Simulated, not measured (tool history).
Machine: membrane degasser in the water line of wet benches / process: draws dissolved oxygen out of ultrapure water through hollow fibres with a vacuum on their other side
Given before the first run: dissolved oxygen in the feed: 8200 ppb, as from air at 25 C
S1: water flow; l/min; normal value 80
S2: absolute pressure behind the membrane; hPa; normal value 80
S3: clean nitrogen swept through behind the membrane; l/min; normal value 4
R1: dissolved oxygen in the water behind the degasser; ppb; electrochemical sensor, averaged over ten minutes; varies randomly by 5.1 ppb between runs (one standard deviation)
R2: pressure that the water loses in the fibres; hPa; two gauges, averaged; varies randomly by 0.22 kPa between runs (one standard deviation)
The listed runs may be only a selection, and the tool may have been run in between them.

run,hour,S1,S2,S3,R1,R2
1,0,80,80,4,560.2,545
2,140.2,80,80,4,560.2,540.1
3,301.7,80,80,4,563.3,542.1
4,383.5,80,80,4,577.5,543.2
# hour 579.3: vacuum gauge calibrated
5,579.3,80,80,3.4,595.7,543.5
6,773.3,80,80,3.4,602,542.2
7,892.8,80,80,3.4,612.9,548.5
8,1037.2,80,192.2,4,994.2,544.4
9,1169.8,80,80,4,565.9,548.1
# hour 1338.6: seals of the vacuum lines changed
10,1343,80,80,4,560.7,545.1
11,1458.5,80,80,4,565.2,549.3
12,1583,80,80,4,564.2,544.8
13,1704.4,80,80,4,579.5,548.6
14,1812.9,80,80,4,578.9,550.7
15,1920.3,60,81.4,11.45,325.7,411.4
16,2071.1,80,59.1,11.55,430.4,549.4
17,2248.4,106,80.1,5.86,702.2,727.5
18,2414.9,106,80.1,5.86,716,729.8
19,2563.8,106,80.1,5.86,714.9,728.6
20,2758.8,117,176,4,1316.1,804.8
21,2842.4,80,58,4.76,486.8,551.8
22,3010.7,80,128.3,3.06,871.5,550.2
23,3179.8,56,85.5,11.62,300.6,386
24,3362.8,91,179.6,11.62,700.5,629.1
25,3542.2,114,121.4,10.56,776.7,791.4
26,3657.5,56,121.4,1.9,750.8,387.4
27,3786.8,56,121.4,1.9,764,384.2
28,3941.2,80,80,2.82,655.5,554.3

Alternative continuations, all from the tool just after run 28; predict every row:
A,4080.2,108,80,10.2,?,?
B,4080.2,54,71.3,4,?,?
C,4080.2,53,155.7,5.01,?,?
D,4080.2,65,52.1,4,?,?
E,4080.2,117,129.3,8.93,?,?

run,R1,R2
A,665.1,748.7
B,353.9,374.4
C,509.5,365.2
D,381.2,449.3
E,863,809.8
Take away the tool's hidden state, keep each run's random variation, and the runs would have read:
run,R1,R2
A,565.7,697.6
B,298.1,348.7
C,457.6,340.1
D,312.6,418.6
E,760.6,754.4

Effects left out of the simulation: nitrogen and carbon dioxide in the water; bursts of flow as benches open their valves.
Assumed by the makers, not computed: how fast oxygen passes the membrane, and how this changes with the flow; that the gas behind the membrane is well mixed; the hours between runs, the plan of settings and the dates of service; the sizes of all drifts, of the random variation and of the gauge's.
